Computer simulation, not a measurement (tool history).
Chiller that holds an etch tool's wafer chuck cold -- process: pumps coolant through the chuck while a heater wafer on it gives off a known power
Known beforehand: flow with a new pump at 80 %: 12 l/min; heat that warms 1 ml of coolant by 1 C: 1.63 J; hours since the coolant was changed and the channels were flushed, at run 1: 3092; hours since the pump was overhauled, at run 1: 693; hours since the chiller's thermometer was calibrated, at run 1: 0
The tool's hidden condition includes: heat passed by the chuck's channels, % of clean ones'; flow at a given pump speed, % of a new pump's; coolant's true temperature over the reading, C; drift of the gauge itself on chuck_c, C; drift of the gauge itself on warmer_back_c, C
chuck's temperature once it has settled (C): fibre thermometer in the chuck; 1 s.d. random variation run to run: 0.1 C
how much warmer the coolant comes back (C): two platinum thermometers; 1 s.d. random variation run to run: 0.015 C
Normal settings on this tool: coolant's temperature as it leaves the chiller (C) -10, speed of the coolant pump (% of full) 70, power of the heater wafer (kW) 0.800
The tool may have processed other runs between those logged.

run    hour  coolant's temperature as it leaves the chiller (C)  speed of the coolant pump (% of full)  power of the heater wafer (kW)  hours since the coolant was changed and the channels were flushed  hours since the pump was overhauled  hours since the chiller's thermometer was calibrated  chuck's temperature once it has settled (C)  how much warmer the coolant comes back (C)
  1     0.0                                                 -10                                     70                           0.800                                                               3092                                  693                                                     0                                         -2.8                                        2.83
  2    41.9                                                 -10                                     70                           0.800                                                               3134                                  735                                                    42                                         -3.0                                        2.82
  3    87.5                                                 -10                                     70                           0.923                                                               3180                                  781                                                    88                                         -1.6                                        3.25
  4   113.6                                                 -10                                     70                           0.488                                                               3206                                  807                                                   114                                         -5.4                                        1.74
  5   154.8                                                 -10                                     70                           0.800                                                               3247                                  848                                                   155                                         -2.7                                        2.79
  6   191.4                                                 -10                                     70                           0.800                                                               3284                                  885                                                   191                                         -2.9                                        2.83
  7   212.0                                                 -10                                     70                           0.800                                                               3304                                  905                                                   212                                         -2.8                                        2.80
  8   258.2                                                 -10                                     70                           0.800                                                               3350                                  951                                                   258                                         -2.8                                        2.83
  9   288.1                                                 -10                                     70                           0.800                                                               3380                                  981                                                   288                                         -2.8                                        2.83
 10   329.5                                                 -10                                     70                           0.800                                                               3422                                 1023                                                   329                                         -2.8                                        2.81
 11   350.8                                                 -10                                     70                           0.800                                                               3443                                 1044                                                   351                                         -2.9                                        2.83
 12   376.1                                                 -10                                     70                           0.800                                                               3468                                 1069                                                   376                                         -2.6                                        2.82
 13   417.3                                                 -10                                     70                           0.800                                                               3509                                 1111                                                   417                                         -2.6                                        2.82
 14   456.0                                                 -10                                     70                           0.800                                                               3548                                 1149                                                   456                                         -2.8                                        2.81
 15   483.7                                                 -10                                     70                           0.800                                                               3576                                 1177                                                   484                                         -2.8                                        2.80
 16   526.3                                                 -10                                     70                           0.800                                                               3618                                 1220                                                   526                                         -2.6                                        2.81
 17   575.1                                                 -10                                     70                           0.800                                                               3667                                 1268                                                   575                                         -2.7                                        2.82
 18   600.0                                                 -10                                     70                           0.800                                                               3692                                 1293                                                   600                                         -2.8                                        2.82
 19   645.9                                                   0                                     85                           0.800                                                               3738                                 1339                                                   646                                          6.4                                        2.31
 20   697.0                                                 -15                                     85                           0.628                                                               3789                                 1390                                                   697                                        -10.2                                        1.81
 21   718.6                                                  -4                                     92                           0.974                                                               3811                                 1412                                                   719                                          3.3                                        2.62
 22   763.7                                                  -4                                     92                           1.100                                                               3856                                 1457                                                   764                                          4.3                                        2.95
 23   811.6                                                 -13                                     90                           0.527                                                               3904                                 1505                                                   812                                         -9.1                                        1.42
 24   859.2                                                  -9                                     99                           0.492                                                               3951                                 1552                                                   859                                         -5.7                                        1.22
 25   887.1                                                 -17                                     98                           0.492                                                               3979                                 1580                                                   887                                        -13.4                                        1.20
 26   909.9                                                 -17                                     98                           0.492                                                               4002                                 1603                                                   910                                        -13.3                                        1.24
 27   946.1                                                 -17                                     98                           0.492                                                               4038                                 1639                                                   946                                        -13.4                                        1.22
 28   988.6                                                 -10                                     71                           0.800                                                               4081                                 1682                                                   989                                         -2.9                                        2.76
 29  1021.1                                                 -10                                     71                           0.800                                                               4113                                 1714                                                  1021                                         -2.8                                        2.78
 30  1044.3                                                  -5                                     71                           0.800                                                               4136                                 1738                                                  1044                                          2.1                                        2.79
 31  1070.9                                                  -7                                     71                           0.670                                                               4163                                 1764                                                  1071                                         -1.2                                        2.34

Consider 4 possible next runs. They are alternatives, not a sequence: every one starts from the tool as it was left by run 31. What does each give?
  A  1105.6                                                  -7                                     71                           0.670                                                               4198                                 1799                                                  1106                                            ?                                           ?
  B  1105.6                                                 -10                                     99                           0.444                                                               4198                                 1799                                                  1106                                            ?                                           ?
  C  1105.6                                                  -7                                     70                           0.800                                                               4198                                 1799                                                  1106                                            ?                                           ?
  D  1105.6                                                 -17                                     67                           1.014                                                               4198                                 1799                                                  1106                                            ?                                           ?

run  chuck's temperature once it has settled (C)  how much warmer the coolant comes back (C)
  A                                         -1.1                                        2.33
  B                                         -6.8                                        1.07
  C                                          0.2                                        2.83
  D                                         -7.5                                        3.74
With no hidden state in the tool, these same runs would have given:
run  chuck's temperature once it has settled (C)  how much warmer the coolant comes back (C)
  A                                         -1.1                                        2.33
  B                                         -6.8                                        1.07
  C                                          0.2                                        2.83
  D                                         -7.6                                        3.74
